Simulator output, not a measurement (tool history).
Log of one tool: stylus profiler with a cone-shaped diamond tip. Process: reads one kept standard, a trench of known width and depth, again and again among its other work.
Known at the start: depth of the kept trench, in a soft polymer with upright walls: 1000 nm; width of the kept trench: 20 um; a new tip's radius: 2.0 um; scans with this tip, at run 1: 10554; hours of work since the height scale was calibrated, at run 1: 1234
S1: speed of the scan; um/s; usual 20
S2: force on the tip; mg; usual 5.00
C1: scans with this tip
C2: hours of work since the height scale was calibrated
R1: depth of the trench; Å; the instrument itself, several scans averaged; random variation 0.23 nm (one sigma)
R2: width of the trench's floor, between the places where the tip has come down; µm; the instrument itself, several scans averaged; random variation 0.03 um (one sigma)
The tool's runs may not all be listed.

| run | hour | S1 | S2 | C1 | C2 | R1 | R2 |
|---|---|---|---|---|---|---|---|
| 1 | 0.0 | 20 | 5.00 | 10554 | 1234 | 10254.5 | 15.17 |
| 2 | 121.2 | 20 | 5.00 | 11083 | 1296 | 10256.0 | 15.09 |
| 3 | 209.2 | 20 | 5.00 | 11467 | 1341 | 10261.6 | 15.17 |
| 4 | 284.2 | 20 | 5.00 | 11795 | 1379 | 10259.6 | 15.11 |
| 5 | 388.8 | 9 | 5.00 | 12251 | 1433 | 10265.6 | 15.07 |
| 6 | 490.8 | 9 | 5.00 | 12696 | 1485 | 10268.0 | 15.00 |
| 7 | 617.5 | 13 | 5.00 | 13249 | 1550 | 10268.0 | 14.94 |
| 8 | 714.0 | 13 | 5.00 | 13670 | 1599 | 10273.1 | 14.87 |
| 9 | 815.2 | 13 | 5.00 | 14112 | 1650 | 10276.4 | 14.92 |
| 10 | 885.1 | 20 | 5.00 | 14417 | 1686 | 10275.1 | 14.83 |
| 11 | 992.2 | 15 | 5.00 | 14885 | 1741 | 10276.9 | 14.74 |
| 12 | 1065.3 | 20 | 5.00 | 15203 | 1778 | 10276.8 | 14.70 |
| 13 | 1122.1 | 14 | 1.96 | 15452 | 1807 | 10193.5 | 14.70 |
| 14 | 1193.2 | 10 | 8.68 | 15762 | 1843 | 10368.0 | 14.69 |
| 15 | 1267.5 | 35 | 3.39 | 16086 | 1881 | 10240.2 | 14.58 |
| 16 | 1345.8 | 20 | 1.77 | 16428 | 1921 | 10188.1 | 14.59 |
|  | 1455.4 | height scale calibrated on a step standard |
| 17 | 1455.4 | 24 | 7.29 | 16904 | 0 | 10240.6 | 14.62 |
| 18 | 1577.7 | 48 | 9.34 | 17438 | 62 | 10287.2 | 14.56 |
| 19 | 1635.7 | 48 | 9.34 | 17691 | 92 | 10294.7 | 14.44 |
| 20 | 1689.1 | 48 | 14.51 | 17924 | 119 | 10395.0 | 14.46 |
| 21 | 1789.1 | 77 | 13.75 | 18361 | 170 | 10383.9 | 14.37 |
| 22 | 1909.1 | 14 | 5.00 | 18884 | 232 | 10203.3 | 14.45 |
| 23 | 1981.7 | 14 | 5.00 | 19201 | 269 | 10200.7 | 14.39 |

Forecast each of these 4 alternatives for the next run:
| A | 2050.0 | 14 | 2.51 | 19499 | 304 | ? | ? |
| B | 2050.0 | 16 | 5.00 | 19499 | 304 | ? | ? |
| C | 2050.0 | 55 | 2.94 | 19499 | 304 | ? | ? |
| D | 2050.0 | 71 | 2.37 | 19499 | 304 | ? | ? |

| run | R1 | R2 |
|---|---|---|
| A | 10136.7 | 14.31 |
| B | 10201.6 | 14.38 |
| C | 10145.3 | 14.19 |
| D | 10128.7 | 14.15 |
Without the tool's hidden state the same runs would have given:
| run | R1 | R2 |
|---|---|---|
| A | 10122.7 | 16.44 |
| B | 10187.6 | 16.51 |
| C | 10131.3 | 16.32 |
| D | 10114.8 | 16.28 |
